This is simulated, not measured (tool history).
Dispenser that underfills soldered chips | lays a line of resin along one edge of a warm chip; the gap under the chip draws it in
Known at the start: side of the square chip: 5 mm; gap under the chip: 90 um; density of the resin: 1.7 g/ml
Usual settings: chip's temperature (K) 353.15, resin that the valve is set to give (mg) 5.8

run	hour	chip's temperature (K)	resin that the valve is set to give (mg)	time until the resin shows at the far edge (s)	resin that the valve gave (mg)
1	0	353.15	5.8	18.5	5.76
2	2.3	353.15	5.8	19.8	5.78
3	5.2	353.15	5.48	23.2	5.41
# hour 7.2: new syringe of resin
4	8.6	353.15	5.48	16.6	5.4
5	13.1	353.15	5.8	19.7	5.67
# hour 17.9: new syringe of resin
6	18.6	353.15	5.8	15.5	5.67
7	21.8	354.15	5.8	17.7	5.67
8	24.4	353.15	5.45	20.3	5.29
9	26.8	353.15	5.45	23.5	5.3
# hour 28.5: new syringe of resin
10	32.2	353.15	5.45	19	5.27
11	35.5	341.15	5.45	34	5.23
# hour 39: new syringe of resin
12	40	341.15	5.45	25.9	5.22
13	42.4	355.15	5.8	17.2	5.58
# hour 46.4: dispensing valve cleaned and set on the balance
14	47.2	355.15	5.8	19.6	5.74
# hour 50.7: new syringe of resin
15	52.2	353.15	7.41	16.3	7.36
16	57.2	353.15	6.37	19.9	6.29
# hour 61.1: new syringe of resin
17	62.9	353.15	6.37	16.2	6.26
18	66.4	353.15	6.37	18.3	6.28
# hour 71.6: new syringe of resin
19	71.6	355.15	5.64	15.1	5.55
20	75.7	355.15	5.64	16.7	5.52
21	80.2	358.15	6.99	18.1	6.77
# hour 82.3: new syringe of resin
22	85.5	346.15	5.96	22.6	5.75
23	89.3	339.15	6.8	34.9	6.59
# hour 93: new syringe of resin
24	93.1	339.15	6.8	26	6.51
25	96.4	353.15	6.28	18	6.04
26	101.4	359.15	6.81	17.6	6.52
# hour 103.7: new syringe of resin
# hour 106.7: dispensing valve cleaned and set on the balance
27	106.8	353.15	6.25	16.6	6.23
28	110.5	342.15	6.33	29.8	6.29
# hour 115.3: new syringe of resin
29	115.4	342.15	6.33	23.5	6.31
30	117.8	342.15	7.22	25.6	7.09
31	121	348.15	5.15	24.8	5.06
32	124.8	353.15	7.05	22.3	6.91
# hour 126: new syringe of resin
33	130	353.15	5.8	17.5	5.66
34	133.1	350.15	5.31	23.1	5.19
35	135.6	350.15	7.42	25	7.23

4 ways to go on from here, each from the tool as it stands after run 35. What would each give?
# hour 136.7: new syringe of resin
A	141.3	359.15	7.13	?	?
# hour 136.7: new syringe of resin
B	141.3	345.15	7.42	?	?
# hour 136.7: new syringe of resin
C	141.3	357.15	5.07	?	?
# hour 136.7: new syringe of resin
D	141.3	352.15	7.42	?	?

run	time until the resin shows at the far edge (s)	resin that the valve gave (mg)
A	14.9	6.93
B	24.5	7.21
C	16.6	4.91
D	18.7	7.2
Without the tool's hidden state the same runs would have given:
run	time until the resin shows at the far edge (s)	resin that the valve gave (mg)
A	12.7	7.14
B	20.9	7.43
C	14	5.06
D	15.9	7.42
